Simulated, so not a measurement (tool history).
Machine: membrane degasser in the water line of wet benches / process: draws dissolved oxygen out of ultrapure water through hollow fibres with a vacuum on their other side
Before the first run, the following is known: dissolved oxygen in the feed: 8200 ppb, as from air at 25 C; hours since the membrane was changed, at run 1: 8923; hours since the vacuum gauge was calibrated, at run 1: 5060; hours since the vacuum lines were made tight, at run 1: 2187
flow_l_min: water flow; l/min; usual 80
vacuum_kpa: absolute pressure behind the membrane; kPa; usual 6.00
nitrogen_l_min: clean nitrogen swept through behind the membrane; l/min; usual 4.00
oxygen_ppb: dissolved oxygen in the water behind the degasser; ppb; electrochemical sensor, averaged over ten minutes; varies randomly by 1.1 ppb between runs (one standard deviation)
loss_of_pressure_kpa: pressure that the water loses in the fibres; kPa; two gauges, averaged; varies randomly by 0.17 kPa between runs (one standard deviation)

run	hour	flow_l_min	vacuum_kpa	nitrogen_l_min	hours since the membrane was changed	hours since the vacuum gauge was calibrated	hours since the vacuum lines were made tight	oxygen_ppb	loss_of_pressure_kpa
1	0.0	80	6.00	4.00	8923	5060	2187	145.1	29.62
2	222.7	80	6.00	4.00	9146	5282	2410	142.8	30.10
3	322.3	80	6.00	7.25	9245	5382	2510	85.0	30.06
4	502.8	50	6.00	4.00	9426	5562	2690	92.8	18.63
5	604.5	80	6.00	7.79	9527	5664	2792	83.0	29.90
6	721.4	80	6.00	3.10	9644	5781	2909	180.9	29.94
7	937.3	80	6.00	3.10	9860	5997	3125	179.5	30.10
8	1077.5	103	6.00	4.00	10000	6137	3265	186.9	38.61
9	1177.1	80	5.09	4.00	10100	6237	3364	107.3	29.92
10	1285.1	80	5.09	4.00	10208	6345	3472	108.4	30.11
11	1406.4	80	5.09	4.00	10329	6466	3594	107.8	30.00
12	1570.9	80	5.09	4.00	10494	6631	3758	106.5	29.99
13	1737.2	58	6.00	4.00	10660	6797	3925	110.6	22.14
14	1860.6	58	6.00	4.00	10783	6920	4048	109.6	21.71
15	2019.0	58	6.00	4.00	10942	7079	4206	111.2	22.02
16	2151.0	58	6.00	4.00	11074	7211	4338	109.3	21.98
17	2252.6	80	8.65	2.63	11175	7312	4440	373.7	30.09
18	2366.6	85	9.25	7.17	11289	7426	4554	183.2	32.22
19	2572.6	111	7.41	1.61	11495	7632	4760	557.7	41.82
20	2733.5	80	5.58	7.27	11656	7793	4921	79.2	30.46
21	2942.5	61	6.00	4.00	11865	8002	5130	117.0	22.90
# hour 2973.7: vacuum gauge calibrated
22	3044.5	123	4.53	4.00	11967	71	5231	105.3	46.34
23	3232.8	58	5.31	4.00	12155	259	5420	72.8	22.25
24	3413.9	60	12.13	1.91	12336	440	5601	553.4	22.88
25	3590.2	108	12.44	4.08	12513	617	5777	510.3	41.35
26	3790.9	84	3.73	2.36	12713	817	5978	48.7	32.23
27	3966.9	84	3.73	2.36	12889	993	6154	49.2	31.98
28	4160.0	84	3.73	2.36	13082	1186	6347	50.2	32.16
29	4282.9	84	3.73	2.36	13205	1309	6470	51.2	32.36
30	4497.2	97	6.00	3.16	13420	1524	6684	193.7	37.61
31	4653.6	97	6.00	3.16	13576	1680	6840	196.9	37.28
32	4875.4	80	6.00	5.02	13798	1902	7062	108.4	31.03

Branching from run 32: 3 alternative next runs. What would each branch give?
A	5086.4	67	4.77	4.00	14009	2113	7273	?	?
B	5086.4	120	6.00	4.00	14009	2113	7273	?	?
C	5086.4	51	7.55	11.31	14009	2113	7273	?	?

run	oxygen_ppb	loss_of_pressure_kpa
A	66.9	25.92
B	205.0	46.54
C	50.7	19.88
Stripped of hidden state, with their random variation kept, the same runs would have yielded:
run	oxygen_ppb	loss_of_pressure_kpa
A	60.4	23.52
B	187.3	42.23
C	48.4	18.06
